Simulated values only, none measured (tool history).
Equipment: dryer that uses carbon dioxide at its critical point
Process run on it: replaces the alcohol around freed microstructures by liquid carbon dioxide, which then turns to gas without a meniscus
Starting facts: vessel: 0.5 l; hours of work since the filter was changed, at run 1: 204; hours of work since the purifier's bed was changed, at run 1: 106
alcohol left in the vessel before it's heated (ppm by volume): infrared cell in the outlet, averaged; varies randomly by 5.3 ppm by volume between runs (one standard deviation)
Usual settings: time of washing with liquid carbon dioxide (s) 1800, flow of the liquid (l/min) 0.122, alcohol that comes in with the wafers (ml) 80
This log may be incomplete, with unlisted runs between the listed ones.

run	hour	time of washing with liquid carbon dioxide (s)	flow of the liquid (l/min)	alcohol that comes in with the wafers (ml)	hours of work since the filter was changed	hours of work since the purifier's bed was changed	alcohol left in the vessel before it's heated (ppm by volume)
1	0	1800	0.122	80	204	106	176
2	20.5	2040	0.122	80	216	118	72
3	51.5	1800	0.122	80	235	137	185
4	67.2	1800	0.122	80	244	146	189
5	102.9	1800	0.122	80	266	167	192
6	140	1740	0.122	80	288	190	247
7	159.6	1740	0.122	80	300	202	243
8	189.9	1740	0.122	80	318	220	262
9	219	2040	0.122	80	336	237	106
10	251.8	2040	0.107	80	355	257	241
# hour 288.7: inlet filter changed
11	290	2820	0.122	80	1	279	15
12	311.2	1800	0.124	80	14	292	128
13	330.8	1800	0.124	80	25	304	127
14	366.1	1860	0.124	80	47	325	106
15	397.2	2640	0.124	80	65	344	13
16	424.7	2640	0.124	80	82	360	19
17	447.8	1800	0.093	80	96	374	753
18	476.5	1800	0.089	80	113	391	980
19	512.1	1800	0.122	80	134	413	163
20	548.7	1800	0.122	80	156	435	171
21	574	1800	0.122	35	171	450	88
22	610.4	1800	0.122	35	193	472	94
23	643.6	1800	0.122	35	213	492	86
24	671.9	1800	0.122	35	230	509	98
25	691.5	2220	0.098	35	242	520	117
26	722.7	2160	0.122	83	261	539	65
27	741.4	2340	0.151	63	272	550	32
28	757	1560	0.202	21	281	560	29
29	776.9	1500	0.17	93	293	572	100
30	800.5	2100	0.13	37	307	586	42
31	825	2460	0.138	24	322	601	27
32	859	2460	0.113	57	343	621	45
33	881.7	1200	0.127	42	356	635	874
34	906.5	1380	0.1	93	371	650	3051
# hour 917.5: inlet filter changed
35	938.2	1800	0.15	36	12	668	41
36	957.2	2100	0.118	28	24	679	51
37	978.6	2100	0.118	28	37	692	34
38	1014.5	2100	0.118	28	58	714	41
39	1046.2	1980	0.118	74	77	733	100
40	1065	1200	0.1	74	89	744	3165
41	1087.1	1200	0.1	74	102	757	3209
42	1107.1	1140	0.087	80	114	769	6761
43	1125	2700	0.108	80	125	780	49
44	1148.1	1800	0.122	34	139	794	86
45	1171.4	1800	0.122	34	152	808	96
46	1193	1800	0.122	34	165	821	97
47	1211.8	1800	0.084	34	177	832	612
48	1248.4	1800	0.153	34	199	854	57

Some steps in alcohol left in the vessel before it's heated (ppm by volume), run to run, broken into two amounts with sign: the step expected even without the hidden condition (settings, incoming material, random variation), and the rest, left for the hidden condition together with whatever gauge scatter is not in both the measured and the hidden-condition-free result:
What the log doesn't record here: flow that reaches the vessel past the clogged filter, %; alcohol in the recycled carbon dioxide, ppm; drift of the gauge itself on alcohol_ppm, %.
Run 33 -> 34: time of washing with liquid carbon dioxide (s) 1200 -> 1380, flow of the liquid (l/min) 0.127 -> 0.1, alcohol that comes in with the wafers (ml) 42 -> 93. alcohol left in the vessel before it's heated (ppm by volume) +2177: hidden state +737, all else +1440.
Run 34 -> 35: time of washing with liquid carbon dioxide (s) 1380 -> 1800, flow of the liquid (l/min) 0.1 -> 0.15, alcohol that comes in with the wafers (ml) 93 -> 36, inlet filter changed. alcohol left in the vessel before it's heated (ppm by volume) -3010: hidden state -1043, all else -1967.
Run 39 -> 40: time of washing with liquid carbon dioxide (s) 1980 -> 1200, flow of the liquid (l/min) 0.118 -> 0.1. alcohol left in the vessel before it's heated (ppm by volume) +3065: hidden state +271, all else +2794.
Run 41 -> 42: time of washing with liquid carbon dioxide (s) 1200 -> 1140, flow of the liquid (l/min) 0.1 -> 0.087, alcohol that comes in with the wafers (ml) 74 -> 80. alcohol left in the vessel before it's heated (ppm by volume) +3552: hidden state +313, all else +3239.
Run 42 -> 43: time of washing with liquid carbon dioxide (s) 1140 -> 2700, flow of the liquid (l/min) 0.087 -> 0.108. alcohol left in the vessel before it's heated (ppm by volume) -6712: hidden state -631, all else -6081.

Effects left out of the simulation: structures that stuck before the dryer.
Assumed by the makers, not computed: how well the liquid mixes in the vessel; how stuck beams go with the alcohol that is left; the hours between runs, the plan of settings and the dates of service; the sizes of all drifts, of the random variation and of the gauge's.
